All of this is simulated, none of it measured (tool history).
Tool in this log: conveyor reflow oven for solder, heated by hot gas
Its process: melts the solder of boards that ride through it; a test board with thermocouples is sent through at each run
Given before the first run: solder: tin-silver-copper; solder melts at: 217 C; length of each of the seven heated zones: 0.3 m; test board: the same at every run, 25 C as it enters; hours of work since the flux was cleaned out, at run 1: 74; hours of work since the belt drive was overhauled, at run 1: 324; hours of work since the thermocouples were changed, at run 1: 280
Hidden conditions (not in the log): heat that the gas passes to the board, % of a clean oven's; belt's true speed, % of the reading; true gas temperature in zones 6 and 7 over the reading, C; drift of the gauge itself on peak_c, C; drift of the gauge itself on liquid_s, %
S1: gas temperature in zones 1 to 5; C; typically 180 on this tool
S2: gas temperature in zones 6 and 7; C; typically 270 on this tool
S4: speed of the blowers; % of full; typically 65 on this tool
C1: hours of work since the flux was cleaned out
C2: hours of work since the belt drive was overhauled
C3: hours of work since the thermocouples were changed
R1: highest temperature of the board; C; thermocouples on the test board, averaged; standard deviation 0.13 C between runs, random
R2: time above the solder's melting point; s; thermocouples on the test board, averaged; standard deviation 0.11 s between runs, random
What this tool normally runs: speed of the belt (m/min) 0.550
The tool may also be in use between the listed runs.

{"run": 1, "day": 0.0, "S1": 180, "S2": 270, "speed of the belt (m/min)": 0.55, "S4": 65, "C1": 74, "C2": 324, "C3": 280, "R1": 255.2, "R2": 53.1}
{"run": 2, "day": 0.454, "S1": 180, "S2": 270, "speed of the belt (m/min)": 0.491, "S4": 65, "C1": 83, "C2": 332, "C3": 289, "R1": 258.0, "R2": 62.1}
{"run": 3, "day": 0.979, "S1": 180, "S2": 270, "speed of the belt (m/min)": 0.491, "S4": 65, "C1": 92, "C2": 342, "C3": 298, "R1": 258.1, "R2": 62.3}
{"run": 4, "day": 1.462, "S1": 180, "S2": 270, "speed of the belt (m/min)": 0.491, "S4": 53, "C1": 101, "C2": 351, "C3": 307, "R1": 254.7, "R2": 59.3}
{"run": 5, "day": 1.946, "S1": 180, "S2": 270, "speed of the belt (m/min)": 0.55, "S4": 65, "C1": 110, "C2": 360, "C3": 316, "R1": 255.0, "R2": 53.0}
{"run": 6, "day": 2.667, "S1": 180, "S2": 270, "speed of the belt (m/min)": 0.55, "S4": 65, "C1": 123, "C2": 373, "C3": 329, "R1": 255.0, "R2": 52.9}
{"run": 7, "day": 3.308, "S1": 180, "S2": 270, "speed of the belt (m/min)": 0.55, "S4": 65, "C1": 135, "C2": 385, "C3": 341, "R1": 254.6, "R2": 53.1}
{"run": 8, "day": 3.612, "S1": 180, "S2": 270, "speed of the belt (m/min)": 0.55, "S4": 65, "C1": 141, "C2": 390, "C3": 347, "R1": 254.9, "R2": 53.2}
{"run": 9, "day": 3.962, "S1": 180, "S2": 275, "speed of the belt (m/min)": 0.55, "S4": 65, "C1": 147, "C2": 397, "C3": 353, "R1": 259.2, "R2": 55.3}
{"day": 4.221, "done": "flux residue cleaned out of gas plates and filters"}
{"run": 10, "day": 4.646, "S1": 180, "S2": 270, "speed of the belt (m/min)": 0.55, "S4": 65, "C1": 8, "C2": 406, "C3": 362, "R1": 254.7, "R2": 53.0}
{"run": 11, "day": 4.996, "S1": 180, "S2": 270, "speed of the belt (m/min)": 0.55, "S4": 65, "C1": 14, "C2": 412, "C3": 369, "R1": 254.7, "R2": 52.7}
{"run": 12, "day": 5.388, "S1": 180, "S2": 270, "speed of the belt (m/min)": 0.55, "S4": 65, "C1": 22, "C2": 419, "C3": 376, "R1": 254.6, "R2": 52.8}
{"run": 13, "day": 5.767, "S1": 180, "S2": 270, "speed of the belt (m/min)": 0.55, "S4": 65, "C1": 29, "C2": 426, "C3": 383, "R1": 254.6, "R2": 52.8}
{"run": 14, "day": 6.317, "S1": 180, "S2": 270, "speed of the belt (m/min)": 0.55, "S4": 54, "C1": 39, "C2": 436, "C3": 393, "R1": 251.1, "R2": 50.1}
{"run": 15, "day": 6.638, "S1": 180, "S2": 270, "speed of the belt (m/min)": 0.55, "S4": 54, "C1": 45, "C2": 442, "C3": 399, "R1": 250.9, "R2": 50.0}
{"run": 16, "day": 7.317, "S1": 180, "S2": 270, "speed of the belt (m/min)": 0.551, "S4": 57, "C1": 57, "C2": 455, "C3": 411, "R1": 252.0, "R2": 50.7}
{"run": 17, "day": 8.046, "S1": 180, "S2": 270, "speed of the belt (m/min)": 0.55, "S4": 65, "C1": 71, "C2": 468, "C3": 425, "R1": 254.0, "R2": 52.6}
{"day": 8.617, "done": "flux residue cleaned out of gas plates and filters, once more"}
{"run": 18, "day": 8.617, "S1": 177, "S2": 277, "speed of the belt (m/min)": 0.55, "S4": 75, "C1": 0, "C2": 475, "C3": 432, "R1": 263.2, "R2": 56.7}
{"run": 19, "day": 9.05, "S1": 177, "S2": 263, "speed of the belt (m/min)": 0.566, "S4": 75, "C1": 8, "C2": 483, "C3": 440, "R1": 249.8, "R2": 48.6}
{"run": 20, "day": 9.6, "S1": 188, "S2": 281, "speed of the belt (m/min)": 0.524, "S4": 65, "C1": 18, "C2": 493, "C3": 450, "R1": 267.0, "R2": 64.8}
{"run": 21, "day": 10.158, "S1": 188, "S2": 281, "speed of the belt (m/min)": 0.524, "S4": 65, "C1": 28, "C2": 503, "C3": 460, "R1": 267.0, "R2": 64.7}
{"run": 22, "day": 10.562, "S1": 177, "S2": 270, "speed of the belt (m/min)": 0.552, "S4": 65, "C1": 36, "C2": 511, "C3": 468, "R1": 254.2, "R2": 51.7}
{"run": 23, "day": 11.25, "S1": 177, "S2": 270, "speed of the belt (m/min)": 0.552, "S4": 65, "C1": 49, "C2": 524, "C3": 480, "R1": 254.0, "R2": 51.7}
{"run": 24, "day": 11.862, "S1": 180, "S2": 285, "speed of the belt (m/min)": 0.55, "S4": 65, "C1": 60, "C2": 535, "C3": 492, "R1": 268.0, "R2": 59.3}
{"run": 25, "day": 12.488, "S1": 180, "S2": 285, "speed of the belt (m/min)": 0.55, "S4": 65, "C1": 71, "C2": 546, "C3": 503, "R1": 268.0, "R2": 59.3}
{"run": 26, "day": 12.958, "S1": 167, "S2": 269, "speed of the belt (m/min)": 0.55, "S4": 65, "C1": 80, "C2": 555, "C3": 512, "R1": 251.6, "R2": 47.2}
{"run": 27, "day": 13.4, "S1": 190, "S2": 269, "speed of the belt (m/min)": 0.497, "S4": 60, "C1": 88, "C2": 563, "C3": 520, "R1": 256.4, "R2": 64.3}
{"run": 28, "day": 14.092, "S1": 185, "S2": 277, "speed of the belt (m/min)": 0.445, "S4": 89, "C1": 101, "C2": 576, "C3": 533, "R1": 270.0, "R2": 77.3}
{"run": 29, "day": 14.762, "S1": 185, "S2": 277, "speed of the belt (m/min)": 0.445, "S4": 89, "C1": 113, "C2": 588, "C3": 545, "R1": 270.0, "R2": 77.2}
{"run": 30, "day": 15.158, "S1": 179, "S2": 270, "speed of the belt (m/min)": 0.55, "S4": 65, "C1": 121, "C2": 596, "C3": 552, "R1": 254.2, "R2": 52.6}

Below are 5 alternative next runs, each starting from the tool's condition after run 30. Predict each:
{"run": "A", "day": 15.85, "S1": 180, "S2": 273, "speed of the belt (m/min)": 0.55, "S4": 65, "C1": 134, "C2": 609, "C3": 565, "R1": "?", "R2": "?"}
{"run": "B", "day": 15.85, "S1": 180, "S2": 268, "speed of the belt (m/min)": 0.55, "S4": 65, "C1": 134, "C2": 609, "C3": 565, "R1": "?", "R2": "?"}
{"run": "C", "day": 15.85, "S1": 166, "S2": 270, "speed of the belt (m/min)": 0.564, "S4": 65, "C1": 134, "C2": 609, "C3": 565, "R1": "?", "R2": "?"}
{"run": "D", "day": 15.85, "S1": 180, "S2": 270, "speed of the belt (m/min)": 0.472, "S4": 65, "C1": 134, "C2": 609, "C3": 565, "R1": "?", "R2": "?"}
{"run": "E", "day": 15.85, "S1": 179, "S2": 285, "speed of the belt (m/min)": 0.55, "S4": 65, "C1": 134, "C2": 609, "C3": 565, "R1": "?", "R2": "?"}

run=A R1=256.7 R2=54.6
run=B R1=252.5 R2=51.9
run=C R1=251.2 R2=45.5
run=D R1=258.2 R2=65.0
run=E R1=267.5 R2=58.8
Had the tool no hidden state, the same runs would have come out as:
run=A R1=258.5 R2=54.7
run=B R1=254.3 R2=52.2
run=C R1=253.1 R2=46.0
run=D R1=260.1 R2=65.0
run=E R1=269.4 R2=58.7
